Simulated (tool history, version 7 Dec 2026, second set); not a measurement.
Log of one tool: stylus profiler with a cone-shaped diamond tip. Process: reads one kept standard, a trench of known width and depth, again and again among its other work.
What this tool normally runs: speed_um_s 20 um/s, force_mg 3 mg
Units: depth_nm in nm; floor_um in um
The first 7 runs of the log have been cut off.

{"run": 8, "hour": 210.3, "speed_um_s": 20, "force_mg": 3, "depth_nm": 510.66, "floor_um": 16.36}
{"run": 9, "hour": 242.5, "speed_um_s": 20, "force_mg": 3, "depth_nm": 510.55, "floor_um": 16.33}
{"run": 10, "hour": 263.8, "speed_um_s": 20, "force_mg": 3, "depth_nm": 510.8, "floor_um": 16.32}
{"run": 11, "hour": 283.8, "speed_um_s": 20, "force_mg": 3, "depth_nm": 510.58, "floor_um": 16.28}
{"hour": 293.5, "done": "height scale calibrated on a step standard"}
{"run": 12, "hour": 315.7, "speed_um_s": 20, "force_mg": 3, "depth_nm": 508.16, "floor_um": 16.3}
{"run": 13, "hour": 352.3, "speed_um_s": 24, "force_mg": 3, "depth_nm": 508.13, "floor_um": 16.21}
{"run": 14, "hour": 372.3, "speed_um_s": 20, "force_mg": 3, "depth_nm": 508.14, "floor_um": 16.2}
{"run": 15, "hour": 416.3, "speed_um_s": 20, "force_mg": 3, "depth_nm": 508.23, "floor_um": 16.26}
{"run": 16, "hour": 446.1, "speed_um_s": 20, "force_mg": 3, "depth_nm": 508.21, "floor_um": 16.2}
{"run": 17, "hour": 493.7, "speed_um_s": 20, "force_mg": 3.21, "depth_nm": 508.87, "floor_um": 16.16}
{"run": 18, "hour": 541.4, "speed_um_s": 51, "force_mg": 7.17, "depth_nm": 515.06, "floor_um": 16.1}
{"run": 19, "hour": 585.0, "speed_um_s": 21, "force_mg": 1.87, "depth_nm": 506.53, "floor_um": 16.12}
{"run": 20, "hour": 607.5, "speed_um_s": 63, "force_mg": 7.49, "depth_nm": 515.53, "floor_um": 16.07}
{"run": 21, "hour": 636.2, "speed_um_s": 51, "force_mg": 1.01, "depth_nm": 504.61, "floor_um": 15.95}
{"run": 22, "hour": 670.1, "speed_um_s": 51, "force_mg": 1.01, "depth_nm": 504.67, "floor_um": 16.03}
{"run": 23, "hour": 713.2, "speed_um_s": 51, "force_mg": 1.01, "depth_nm": 504.63, "floor_um": 15.89}
{"run": 24, "hour": 750.6, "speed_um_s": 51, "force_mg": 1.01, "depth_nm": 504.47, "floor_um": 15.86}
{"run": 25, "hour": 788.1, "speed_um_s": 51, "force_mg": 1.01, "depth_nm": 504.85, "floor_um": 15.89}
{"run": 26, "hour": 832.4, "speed_um_s": 51, "force_mg": 1.01, "depth_nm": 505.08, "floor_um": 15.82}
{"run": 27, "hour": 873.7, "speed_um_s": 7, "force_mg": 6.6, "depth_nm": 515.29, "floor_um": 16.04}
{"run": 28, "hour": 912.2, "speed_um_s": 7, "force_mg": 6.6, "depth_nm": 515.18, "floor_um": 15.98}
{"run": 29, "hour": 955.9, "speed_um_s": 20, "force_mg": 2.94, "depth_nm": 509.13, "floor_um": 15.89}
{"run": 30, "hour": 980.0, "speed_um_s": 20, "force_mg": 2.94, "depth_nm": 509.07, "floor_um": 15.91}
{"run": 31, "hour": 1009.6, "speed_um_s": 57, "force_mg": 7.04, "depth_nm": 515.62, "floor_um": 15.85}
{"run": 32, "hour": 1032.0, "speed_um_s": 57, "force_mg": 7.04, "depth_nm": 515.59, "floor_um": 15.76}

Below are 3 alternative next runs, each starting from the tool's condition after run 32. Predict each:
{"run": "A", "hour": 1074.6, "speed_um_s": 23, "force_mg": 1.25, "depth_nm": "?", "floor_um": "?"}
{"run": "B", "hour": 1074.6, "speed_um_s": 19, "force_mg": 1.22, "depth_nm": "?", "floor_um": "?"}
{"run": "C", "hour": 1074.6, "speed_um_s": 7, "force_mg": 1.2, "depth_nm": "?", "floor_um": "?"}

run=A depth_nm=505.98 floor_um=15.77
run=B depth_nm=505.85 floor_um=15.8
run=C depth_nm=505.83 floor_um=15.83
Without the tool's hidden state the same runs would have given:
run=A depth_nm=504.51 floor_um=17.27
run=B depth_nm=504.38 floor_um=17.3
run=C depth_nm=504.36 floor_um=17.33

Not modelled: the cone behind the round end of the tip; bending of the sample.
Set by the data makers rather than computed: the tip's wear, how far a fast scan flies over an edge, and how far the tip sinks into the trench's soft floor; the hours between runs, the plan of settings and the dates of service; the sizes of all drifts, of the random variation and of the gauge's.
